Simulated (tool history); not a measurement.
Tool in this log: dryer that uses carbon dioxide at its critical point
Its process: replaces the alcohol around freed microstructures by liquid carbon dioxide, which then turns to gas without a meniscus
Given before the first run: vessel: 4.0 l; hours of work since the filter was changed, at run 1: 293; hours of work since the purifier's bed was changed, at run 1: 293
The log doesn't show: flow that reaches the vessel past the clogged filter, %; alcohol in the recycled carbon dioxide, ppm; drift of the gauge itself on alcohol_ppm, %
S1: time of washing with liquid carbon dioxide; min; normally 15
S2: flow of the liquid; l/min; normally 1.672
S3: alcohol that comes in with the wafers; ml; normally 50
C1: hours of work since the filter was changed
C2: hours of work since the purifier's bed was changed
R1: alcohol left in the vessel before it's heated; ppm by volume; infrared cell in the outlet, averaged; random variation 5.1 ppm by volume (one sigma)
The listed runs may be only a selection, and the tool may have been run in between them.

{"run": 1, "hour": 0.0, "S1": 15, "S2": 1.672, "S3": 50, "C1": 293, "C2": 293, "R1": 113}
{"run": 2, "hour": 9.6, "S1": 15, "S2": 1.672, "S3": 50, "C1": 299, "C2": 299, "R1": 108}
{"run": 3, "hour": 15.8, "S1": 15, "S2": 1.672, "S3": 50, "C1": 302, "C2": 302, "R1": 107}
{"run": 4, "hour": 21.2, "S1": 15, "S2": 1.672, "S3": 50, "C1": 306, "C2": 306, "R1": 107}
{"run": 5, "hour": 33.9, "S1": 15, "S2": 1.672, "S3": 50, "C1": 313, "C2": 313, "R1": 114}
{"run": 6, "hour": 41.0, "S1": 15, "S2": 1.672, "S3": 50, "C1": 317, "C2": 317, "R1": 113}
{"run": 7, "hour": 49.6, "S1": 15, "S2": 1.672, "S3": 50, "C1": 322, "C2": 322, "R1": 102}
{"run": 8, "hour": 62.1, "S1": 15, "S2": 1.672, "S3": 50, "C1": 330, "C2": 330, "R1": 112}
{"run": 9, "hour": 68.7, "S1": 15, "S2": 1.672, "S3": 50, "C1": 333, "C2": 333, "R1": 116}
{"run": 10, "hour": 76.7, "S1": 15, "S2": 1.672, "S3": 50, "C1": 338, "C2": 338, "R1": 114}
{"run": 11, "hour": 82.2, "S1": 15, "S2": 2.14, "S3": 50, "C1": 341, "C2": 341, "R1": 46}
{"run": 12, "hour": 92.8, "S1": 15, "S2": 1.07, "S3": 63, "C1": 348, "C2": 348, "R1": 640}
{"run": 13, "hour": 104.0, "S1": 16, "S2": 1.4, "S3": 50, "C1": 354, "C2": 354, "R1": 167}
{"run": 14, "hour": 113.9, "S1": 16, "S2": 1.4, "S3": 50, "C1": 360, "C2": 360, "R1": 171}
{"run": 15, "hour": 126.3, "S1": 10, "S2": 2.16, "S3": 34, "C1": 367, "C2": 367, "R1": 157}
{"run": 16, "hour": 136.0, "S1": 19, "S2": 1.19, "S3": 37, "C1": 373, "C2": 373, "R1": 133}
{"run": 17, "hour": 142.0, "S1": 24, "S2": 1.17, "S3": 23, "C1": 376, "C2": 376, "R1": 51}
{"run": 18, "hour": 149.5, "S1": 15, "S2": 1.29, "S3": 104, "C1": 381, "C2": 381, "R1": 581}
{"run": 19, "hour": 158.7, "S1": 20, "S2": 1.672, "S3": 81, "C1": 386, "C2": 386, "R1": 60}
{"hour": 166.1, "done": "inlet filter changed"}
{"run": 20, "hour": 171.7, "S1": 20, "S2": 1.42, "S3": 26, "C1": 3, "C2": 393, "R1": 45}
{"run": 21, "hour": 178.7, "S1": 20, "S2": 1.42, "S3": 26, "C1": 7, "C2": 397, "R1": 51}
{"run": 22, "hour": 184.8, "S1": 9, "S2": 1.24, "S3": 50, "C1": 11, "C2": 401, "R1": 1129}

Describe how what the log doesn't record of the tool's condition differs between the last listed run preceding each entry between runs and the first listed run following it.
In the gap between runs 19 and 20: inlet filter changed (hour 166.1)
  flow that reaches the vessel past the clogged filter, %: 91 -> 99.5; alcohol in the recycled carbon dioxide, ppm: 35.5 -> 36
  the result without the hidden state subtracted from the measured one, R1: +43 -> +31 ppm by volume

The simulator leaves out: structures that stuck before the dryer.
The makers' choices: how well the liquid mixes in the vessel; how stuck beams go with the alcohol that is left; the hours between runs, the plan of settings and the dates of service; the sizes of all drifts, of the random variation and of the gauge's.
